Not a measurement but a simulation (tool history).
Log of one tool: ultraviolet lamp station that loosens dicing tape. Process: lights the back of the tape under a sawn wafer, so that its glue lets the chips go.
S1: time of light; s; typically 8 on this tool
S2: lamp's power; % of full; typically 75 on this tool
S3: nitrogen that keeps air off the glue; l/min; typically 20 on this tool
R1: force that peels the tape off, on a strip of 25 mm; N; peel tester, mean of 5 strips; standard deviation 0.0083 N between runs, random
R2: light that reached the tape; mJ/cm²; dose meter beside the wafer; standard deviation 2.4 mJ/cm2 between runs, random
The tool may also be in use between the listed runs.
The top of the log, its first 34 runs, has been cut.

run    hour  S1  S2  S3     R1   R2
 35  1059.0   8  75  21  1.489  145
     1065.1  -- lamp changed
 36  1100.8   8  78  20  0.335  268
 37  1120.4   8  75  23  0.339  252
 38  1147.7   7  75  24  0.522  216
 39  1172.5   7  86  18  0.509  243
 40  1211.9   8  71  19  0.618  225
 41  1250.2   8  71  19  0.654  216
     1286.0  -- window cleaned of glue's vapour
 42  1294.1   7  71  38  0.479  195

What if the next run were any one of these 4? Each begins from the tool's condition after run 42:
  A  1330.7  14  74  38   ?   ?
  B  1330.7   7  99   9   ?   ?
  C  1330.7   9  75  20   ?   ?
  D  1330.7   8  91  17   ?   ?

run     R1   R2
  A  0.074  391
  B  0.846  268
  C  0.389  258
  D  0.366  277
Take away the tool's hidden state, keep each run's random variation, and the runs would have read:
run     R1   R2
  A  0.065  460
  B  0.550  314
  C  0.241  303
  D  0.222  326

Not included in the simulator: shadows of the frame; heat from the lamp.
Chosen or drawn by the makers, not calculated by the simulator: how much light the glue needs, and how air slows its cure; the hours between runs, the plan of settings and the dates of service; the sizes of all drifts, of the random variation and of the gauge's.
